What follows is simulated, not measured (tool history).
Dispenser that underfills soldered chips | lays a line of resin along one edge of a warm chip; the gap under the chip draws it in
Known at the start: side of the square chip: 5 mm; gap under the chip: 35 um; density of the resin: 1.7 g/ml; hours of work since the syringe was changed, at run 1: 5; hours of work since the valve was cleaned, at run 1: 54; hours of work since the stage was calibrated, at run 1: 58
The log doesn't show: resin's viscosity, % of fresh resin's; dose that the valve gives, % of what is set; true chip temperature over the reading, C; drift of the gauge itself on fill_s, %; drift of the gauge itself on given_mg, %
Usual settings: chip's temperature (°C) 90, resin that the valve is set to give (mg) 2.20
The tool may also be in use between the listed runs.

run,day,chip's temperature (°C),resin that the valve is set to give (mg),hours of work since the syringe was changed,hours of work since the valve was cleaned,hours of work since the stage was calibrated,time until the resin shows at the far edge (s),resin that the valve gave (mg)
1,0.000,90,2.20,5,54,58,48.7,2.13
# day 0.133: new syringe of resin
2,0.242,90,2.20,2,57,62,40.8,2.14
3,0.512,90,2.20,6,61,66,48.4,2.14
# day 0.583: new syringe of resin
4,0.792,90,2.44,3,65,70,44.0,2.36
# day 1.021: new syringe of resin
5,1.196,90,2.20,3,71,75,42.8,2.12
# day 1.483: new syringe of resin
6,1.538,90,2.20,1,75,80,40.6,2.13
7,1.838,90,2.20,5,80,84,47.8,2.12
# day 1.938: new syringe of resin
8,2.250,90,2.20,5,86,90,47.3,2.08
# day 2.383: new syringe of resin
9,2.579,98,2.20,3,90,95,33.3,2.11
# day 2.842: new syringe of resin
10,2.875,98,2.20,1,94,99,30.8,2.08
11,3.150,90,2.20,5,98,103,48.7,2.09
# day 3.283: new syringe of resin
12,3.500,90,2.20,3,103,108,44.8,2.10
# day 3.729: new syringe of resin
13,3.904,90,2.23,3,109,114,44.4,2.09
14,4.104,90,2.23,5,112,117,49.7,2.10
# day 4.167: new syringe of resin
15,4.392,90,2.23,3,116,121,45.0,2.07
# day 4.612: new syringe of resin
16,4.712,90,2.23,1,121,125,41.5,2.07
# day 4.867: dispensing valve cleaned and set on the balance
17,5.062,90,2.23,6,3,130,49.0,2.22
# day 5.108: new syringe of resin
18,5.512,93,2.23,6,9,136,45.3,2.23
# day 5.567: new syringe of resin
19,5.808,93,2.23,4,13,140,39.9,2.20
# day 6.004: new syringe of resin
20,6.158,102,2.50,2,18,145,27.7,2.47
# day 6.462: new syringe of resin
21,6.542,102,2.50,1,24,151,26.8,2.47
22,6.812,102,2.50,5,28,155,31.4,2.46
# day 6.917: new syringe of resin
23,7.258,102,2.50,5,34,161,31.1,2.45
# day 7.379: new syringe of resin
24,7.512,91,2.17,2,38,164,42.1,2.17
# day 7.842: new syringe of resin
25,7.879,75,2.11,1,43,170,69.6,2.07
# day 8.288: new syringe of resin
26,8.304,92,2.51,0,49,176,36.7,2.47
27,8.533,86,1.96,4,52,179,53.2,1.89
# day 8.729: new syringe of resin
28,8.821,84,2.20,1,56,183,50.2,2.13
29,9.088,84,2.20,5,60,187,58.6,2.12
# day 9.196: new syringe of resin
30,9.483,91,2.06,4,66,193,45.4,1.98
# day 9.638: new syringe of resin
31,9.917,96,2.08,4,72,199,36.3,2.02
# day 10.083: new syringe of resin
32,10.142,96,2.08,1,75,202,34.7,2.01
33,10.500,75,2.18,6,80,207,84.7,2.12
# day 10.529: new syringe of resin
34,10.821,75,2.18,4,85,212,80.4,2.09
# day 10.983: new syringe of resin
35,11.258,103,2.29,4,91,218,29.5,2.17

Some steps in time until the resin shows at the far edge (s) between neighbouring runs. How much of each would the tool show without its hidden state too (settings, what came in, random variation), and how much is left for the hidden state, with any gauge scatter that isn't in both results?
Run 6 -> 7: no setting changed, nothing entered. time until the resin shows at the far edge (s) +7.2: hidden state +7.0, all else +0.2.
Run 25 -> 26: chip's temperature (°C) 75 -> 92, resin that the valve is set to give (mg) 2.11 -> 2.51, new syringe of resin. time until the resin shows at the far edge (s) -32.9: hidden state -1.0, all else -31.9.
Run 28 -> 29: no setting changed, nothing entered. time until the resin shows at the far edge (s) +8.4: hidden state +7.8, all else +0.6.
Run 32 -> 33: chip's temperature (°C) 96 -> 75, resin that the valve is set to give (mg) 2.08 -> 2.18. time until the resin shows at the far edge (s) +50.0: hidden state +15.7, all else +34.3.
Run 34 -> 35: chip's temperature (°C) 75 -> 103, resin that the valve is set to give (mg) 2.18 -> 2.29, new syringe of resin. time until the resin shows at the far edge (s) -50.9: hidden state -6.7, all else -44.2.
